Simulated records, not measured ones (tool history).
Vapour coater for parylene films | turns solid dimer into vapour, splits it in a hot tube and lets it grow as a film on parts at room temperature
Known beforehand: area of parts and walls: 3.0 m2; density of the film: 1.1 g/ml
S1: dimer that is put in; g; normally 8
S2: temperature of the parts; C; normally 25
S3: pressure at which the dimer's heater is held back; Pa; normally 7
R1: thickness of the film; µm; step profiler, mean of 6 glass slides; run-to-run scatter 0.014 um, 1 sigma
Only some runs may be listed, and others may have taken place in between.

run,hour,S1,S2,S3,R1
1,0,8,25,7,1.39
2,14.9,8,25,7,1.42
3,28.5,8,25,7,1.44
4,46,8,25,7,1.41
5,56,8,25,2.63,1.57
6,67.7,8,25,2.63,1.58
7,81,8,25,7.47,1.4
8,96.9,8,25,7.47,1.38
9,106.5,8,25,7.47,1.37
10,119.5,5,25,7.47,0.89
11,138.1,5,25,7.47,0.86
12,146.9,8,25,2.47,1.56
# hour 157.4: trap's valve overhauled
13,160.6,8,25,7.1,1.48
14,176.8,8,25,7.1,1.48
15,184.7,4,25,7,0.74
16,199.2,8,25,7,1.45
17,211.2,8,25,7,1.48
18,221.5,8,25,7,1.47
19,231.6,8,25,8.95,1.43
20,248.3,8,25,3.15,1.61
21,257.2,14,25,3.18,2.81
22,271.4,4,19,9.04,0.84
23,284.7,12,26,3.8,2.29
24,297.7,7,25,6.6,1.25
25,305.9,9,34,4.47,1.29
26,323.7,9,23,4.47,1.82
27,336.7,9,23,4.47,1.82
28,344.7,10,20,4.47,2.18
29,362.4,10,20,4.47,2.22
30,372.7,8,25,9.38,1.38
31,386.5,5,25,3.99,0.96
32,400.7,5,25,3.99,0.95
33,411.6,4,25,3.99,0.74
34,425.4,7,25,4.65,1.29
35,442.4,11,25,7,1.95
36,459.9,11,25,7,1.94
37,470.5,13,30,5.54,2.02

3 ways to go on from here, each from the tool as it stands after run 37. What would each give?
A,479.5,13,19,4.65,?
B,479.5,4,25,2.6,?
C,479.5,8,18,4.83,?

run,R1
A,2.85
B,0.78
C,1.8
What these runs would have given with no unlogged condition in the tool:
run,R1
A,3.03
B,0.83
C,1.91
